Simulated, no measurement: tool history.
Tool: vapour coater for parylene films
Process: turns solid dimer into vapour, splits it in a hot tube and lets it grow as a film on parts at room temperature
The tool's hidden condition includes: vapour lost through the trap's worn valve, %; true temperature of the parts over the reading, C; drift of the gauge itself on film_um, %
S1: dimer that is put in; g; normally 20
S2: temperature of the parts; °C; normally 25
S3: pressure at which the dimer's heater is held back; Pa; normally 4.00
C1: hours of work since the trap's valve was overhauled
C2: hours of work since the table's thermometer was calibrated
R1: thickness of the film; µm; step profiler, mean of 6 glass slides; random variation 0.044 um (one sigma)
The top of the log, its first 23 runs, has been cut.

| run | day | S1 | S2 | S3 | C1 | C2 | R1 |
|---|---|---|---|---|---|---|---|
| 24 | 55.367 | 20 | 25 | 3.03 | 223 | 240 | 4.63 |
| 25 | 58.471 | 20 | 17 | 2.60 | 269 | 286 | 5.35 |
|  | 59.346 | trap's valve overhauled |
| 26 | 60.179 | 20 | 17 | 2.60 | 12 | 308 | 5.89 |
| 27 | 62.262 | 20 | 17 | 2.60 | 43 | 339 | 5.71 |
| 28 | 65.288 | 20 | 35 | 2.60 | 87 | 383 | 2.98 |
| 29 | 67.679 | 34 | 35 | 2.60 | 122 | 418 | 4.96 |
| 30 | 69.971 | 34 | 24 | 8.73 | 156 | 452 | 7.29 |
| 31 | 71.679 | 35 | 25 | 7.09 | 181 | 477 | 7.30 |
| 32 | 73.071 | 35 | 25 | 5.87 | 202 | 498 | 7.29 |
| 33 | 76.408 | 35 | 25 | 5.87 | 251 | 547 | 7.12 |
| 34 | 77.850 | 11 | 25 | 2.90 | 272 | 568 | 2.43 |
|  | 78.542 | trap's valve overhauled |
| 35 | 79.529 | 11 | 25 | 6.37 | 15 | 590 | 2.44 |
| 36 | 82.375 | 36 | 25 | 3.73 | 56 | 632 | 8.44 |
| 37 | 85.321 | 31 | 36 | 3.73 | 100 | 675 | 4.06 |
| 38 | 88.296 | 23 | 17 | 5.11 | 143 | 719 | 6.51 |
| 39 | 90.912 | 23 | 17 | 5.11 | 182 | 757 | 6.36 |
| 40 | 94.062 | 16 | 35 | 2.53 | 228 | 803 | 2.15 |
|  | 96.592 | table's thermometer calibrated |
| 41 | 96.592 | 12 | 25 | 3.84 | 265 | 0 | 2.64 |
|  | 97.575 | trap's valve overhauled |
| 42 | 99.488 | 12 | 29 | 10.85 | 28 | 40 | 2.10 |
| 43 | 102.688 | 11 | 25 | 5.93 | 75 | 87 | 2.49 |
| 44 | 104.783 | 11 | 21 | 3.84 | 106 | 118 | 3.09 |
| 45 | 106.221 | 20 | 25 | 4.31 | 127 | 139 | 4.58 |
| 46 | 107.592 | 20 | 25 | 4.31 | 147 | 159 | 4.52 |
| 47 | 108.954 | 10 | 21 | 10.97 | 167 | 179 | 2.42 |

3 options for the next run, each taken on its own from the tool as it stands now. Forecast them:
| A | 111.962 | 10 | 18 | 5.24 | 211 | 223 | ? |
| B | 111.962 | 19 | 23 | 3.48 | 211 | 223 | ? |
| C | 111.962 | 20 | 36 | 8.37 | 211 | 223 | ? |

| run | R1 |
|---|---|
| A | 2.78 |
| B | 4.72 |
| C | 2.30 |
Had the tool no hidden state, the same runs would have come out as:
| run | R1 |
|---|---|
| A | 3.01 |
| B | 5.25 |
| C | 2.56 |

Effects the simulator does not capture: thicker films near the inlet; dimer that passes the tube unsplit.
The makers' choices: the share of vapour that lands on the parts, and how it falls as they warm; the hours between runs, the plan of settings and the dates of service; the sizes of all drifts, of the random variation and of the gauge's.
